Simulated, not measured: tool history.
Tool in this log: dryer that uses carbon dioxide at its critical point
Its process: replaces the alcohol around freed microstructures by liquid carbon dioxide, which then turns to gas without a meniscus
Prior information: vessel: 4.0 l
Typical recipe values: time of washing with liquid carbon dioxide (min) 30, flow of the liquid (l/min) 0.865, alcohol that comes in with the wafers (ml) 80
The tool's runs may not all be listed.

run   hour  time of washing with liquid carbon dioxide (min)  flow of the liquid (l/min)  alcohol that comes in with the wafers (ml)  alcohol left in the vessel before it's heated (ppm by volume)
  1      0                                                30                       0.865                                          80                                                             79
  2      4                                                30                       0.865                                          80                                                             66
  3    8.1                                                30                       0.865                                          80                                                             78
  4   13.3                                                30                       0.865                                          80                                                             80
  5     21                                                30                       0.865                                          23                                                             40
  6   26.2                                                30                       0.865                                          80                                                             76
  7   33.9                                                30                       0.865                                          32                                                             48
  8   42.1                                                30                       0.865                                          40                                                             61
  9   48.8                                                30                       1.406                                          80                                                             32
 10   52.9                                                30                       1.406                                          80                                                             19
 11     61                                                30                       1.406                                          80                                                             28
 12   64.8                                                30                       1.406                                          80                                                             38
 13   73.5                                                30                       1.406                                          80                                                             24
 14   78.3                                                18                       0.865                                          80                                                            649
 15   84.4                                                18                       0.865                                          80                                                            639
 16   90.1                                                18                       0.865                                          80                                                            660
 17   95.4                                                30                       0.936                                          80                                                             71
 18  100.6                                                30                       0.936                                          80                                                             61
 19  108.5                                                30                       0.561                                          80                                                            466
 20  116.8                                                30                       0.865                                          94                                                            105
 21  121.5                                                30                       0.865                                          49                                                             71
 22  129.2                                                30                       0.865                                          49                                                             77
 23  137.6                                                19                       1.389                                          24                                                             41
 24  146.9                                                32                       1.403                                          40                                                             26
 25  151.3                                                41                       0.726                                          54                                                             54
 26  157.3                                                30                       0.865                                         105                                                            121
 27  162.8                                                28                       0.865                                          31                                                             72
 28  168.2                                                41                       0.865                                         115                                                             52
 29  175.2                                                22                       0.865                                          66                                                            293
 30    179                                                22                       0.865                                          66                                                            301
 31  187.5                                                22                       0.865                                          66                                                            295
 32  196.7                                                47                       0.948                                          44                                                             36
 33  204.8                                                48                       0.627                                         119                                                             80
 34    210                                                35                        0.61                                          96                                                            257
 35  214.1                                                35                        0.61                                          96                                                            259
 36  222.5                                                19                       0.614                                          80                                                           1600
 37  226.7                                                19                       0.614                                          28                                                            575

5 ways to go on from here, each from the tool as it stands after run 37. What would each give?
  A  235.6                                                33                       1.464                                          64                                                              ?
  B  235.6                                                18                       0.897                                          81                                                              ?
  C  235.6                                                30                       0.865                                          98                                                              ?
  D  235.6                                                47                       1.387                                          61                                                              ?
  E  235.6                                                35                       1.029                                          80                                                              ?

run  alcohol left in the vessel before it's heated (ppm by volume)
  A                                                             40
  B                                                            683
  C                                                            132
  D                                                             35
  E                                                             47
With no hidden state in the tool, these same runs would have given:
run  alcohol left in the vessel before it's heated (ppm by volume)
  A                                                              7
  B                                                            506
  C                                                             69
  D                                                              2
  E                                                             10
